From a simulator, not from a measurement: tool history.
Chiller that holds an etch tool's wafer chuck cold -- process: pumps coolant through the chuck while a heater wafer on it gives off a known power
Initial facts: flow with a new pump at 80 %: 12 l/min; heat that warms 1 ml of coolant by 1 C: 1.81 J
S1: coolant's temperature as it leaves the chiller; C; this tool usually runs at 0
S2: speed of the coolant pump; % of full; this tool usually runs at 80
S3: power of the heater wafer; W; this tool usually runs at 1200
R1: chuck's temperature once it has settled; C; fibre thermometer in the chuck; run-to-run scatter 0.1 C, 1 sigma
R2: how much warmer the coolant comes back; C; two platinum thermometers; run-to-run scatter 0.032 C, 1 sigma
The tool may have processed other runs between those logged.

run	hour	S1	S2	S3	R1	R2
1	0	0	80	1200	9.6	3.44
2	76.8	0	73	1200	10.5	3.86
3	135.1	0	73	1200	10.6	3.79
4	228.3	0	73	1200	10.3	3.81
5	339.3	0	73	1200	10.3	3.84
6	458.8	0	73	1200	10.5	3.76
7	544.4	0	73	1200	10.5	3.87
8	642.2	0	80	1200	9.8	3.5
# hour 652.8: chiller's thermometer calibrated
9	729.8	0	80	1429	11.8	4.16
10	798.1	-7	80	1429	4.7	4.19
11	882	-7	80	1429	4.9	4.24
12	964	-7	80	1429	4.7	4.18
13	1050.2	0	80	1200	10	3.54
# hour 1059.5: chiller's thermometer calibrated, once more
14	1160	0	80	1200	10.1	3.49
# hour 1205.1: coolant changed, channels flushed
15	1264.8	0	80	1200	9.3	3.54
16	1347.2	0	80	1200	9.2	3.55
17	1434.6	0	80	1200	9.2	3.52
18	1499.9	0	72	1200	10	3.9
19	1591.7	0	72	1200	9.9	3.94
20	1678.1	0	72	1200	9.8	3.98
21	1795.5	0	72	1200	10	3.94
22	1870.7	-6	72	668	-0.5	2.19
23	1990.4	-8	79	1194	1.3	3.61
24	2043.6	-8	79	1194	1.4	3.59
25	2109.7	7	66	1200	17.6	4.33
26	2171.9	7	73	846	14	2.73
27	2220.9	-2	80	1051	6.2	3.14
28	2290.4	-3	90	1051	4.5	2.7
29	2383.5	-6	80	1220	3.6	3.62
30	2454	-5	97	1548	5.8	3.78
31	2529.2	-5	97	1548	5.5	3.75
32	2599	7	75	1591	20.1	5.04

Pick out some run-to-run changes in R1. Of each, how much would a tool without hidden state show as well, from the settings, what came in and chance, and how much is left for the hidden state and any gauge scatter not in both results compared?
The hidden state here: heat passed by the chuck's channels, % of clean ones'; flow at a given pump speed, % of a new pump's; coolant's true temperature over the reading, C; drift of the gauge itself on chuck_c, C; drift of the gauge itself on warmer_back_c, C.
Run 13 -> 14: chiller's thermometer calibrated, once more. R1 +0.1 C: hidden state +0.3, all else -0.2.
Run 14 -> 15: coolant changed, channels flushed. R1 -0.8 C: hidden state -1, all else +0.2.
Run 21 -> 22: S1 0 -> -6, S3 1200 -> 668. R1 -10.5 C: hidden state -0.3, all else -10.2.
Run 24 -> 25: S1 -8 -> 7, S2 79 -> 66, S3 1194 -> 1200. R1 +16.2 C: hidden state +0.1, all else +16.1.
Run 31 -> 32: S1 -5 -> 7, S2 97 -> 75, S3 1548 -> 1591. R1 +14.6 C: hidden state +0.2, all else +14.4.

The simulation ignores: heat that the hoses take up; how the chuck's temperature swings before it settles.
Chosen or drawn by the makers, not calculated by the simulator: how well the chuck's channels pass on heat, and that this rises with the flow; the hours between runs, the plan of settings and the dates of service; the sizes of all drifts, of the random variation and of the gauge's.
